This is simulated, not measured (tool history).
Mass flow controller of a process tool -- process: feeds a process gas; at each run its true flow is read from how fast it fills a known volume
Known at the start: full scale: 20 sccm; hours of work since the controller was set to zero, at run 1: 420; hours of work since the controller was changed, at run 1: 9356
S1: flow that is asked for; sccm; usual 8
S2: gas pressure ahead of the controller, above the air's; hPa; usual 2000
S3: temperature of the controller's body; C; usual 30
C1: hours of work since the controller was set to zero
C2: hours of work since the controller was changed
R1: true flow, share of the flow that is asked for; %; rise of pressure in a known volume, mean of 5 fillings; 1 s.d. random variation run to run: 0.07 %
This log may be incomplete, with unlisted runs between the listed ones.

{"run": 1, "day": 0.0, "S1": 8, "S2": 2000, "S3": 30, "C1": 420, "C2": 9356, "R1": 98.29}
{"run": 2, "day": 16.617, "S1": 8, "S2": 2000, "S3": 30, "C1": 653, "C2": 9589, "R1": 98.44}
{"run": 3, "day": 30.983, "S1": 8, "S2": 2000, "S3": 30, "C1": 854, "C2": 9791, "R1": 98.43}
{"run": 4, "day": 44.546, "S1": 8, "S2": 2000, "S3": 30, "C1": 1045, "C2": 9981, "R1": 98.45}
{"run": 5, "day": 60.762, "S1": 8, "S2": 2000, "S3": 30, "C1": 1273, "C2": 10209, "R1": 98.53}
{"run": 6, "day": 74.675, "S1": 9, "S2": 2290, "S3": 30, "C1": 1468, "C2": 10404, "R1": 98.68}
{"run": 7, "day": 88.142, "S1": 9, "S2": 2290, "S3": 30, "C1": 1657, "C2": 10593, "R1": 98.67}
{"run": 8, "day": 102.612, "S1": 18, "S2": 2450, "S3": 24, "C1": 1860, "C2": 10796, "R1": 99.72}
{"run": 9, "day": 114.208, "S1": 7, "S2": 2320, "S3": 31, "C1": 2023, "C2": 10959, "R1": 98.45}
{"run": 10, "day": 130.404, "S1": 7, "S2": 2320, "S3": 31, "C1": 2250, "C2": 11187, "R1": 98.49}

Alternative continuations, all from the tool just after run 10; predict every row:
{"run": "A", "day": 145.175, "S1": 8, "S2": 2190, "S3": 31, "C1": 2457, "C2": 11394, "R1": "?"}
{"run": "B", "day": 145.175, "S1": 8, "S2": 1500, "S3": 30, "C1": 2457, "C2": 11394, "R1": "?"}
{"run": "C", "day": 145.175, "S1": 11, "S2": 1670, "S3": 32, "C1": 2457, "C2": 11394, "R1": "?"}
{"run": "D", "day": 145.175, "S1": 8, "S2": 2200, "S3": 30, "C1": 2457, "C2": 11394, "R1": "?"}

run=A R1=98.68
run=B R1=98.30
run=C R1=99.04
run=D R1=98.45
Had the tool no hidden state, the same runs would have come out as:
run=A R1=98.66
run=B R1=98.28
run=C R1=99.02
run=D R1=98.43
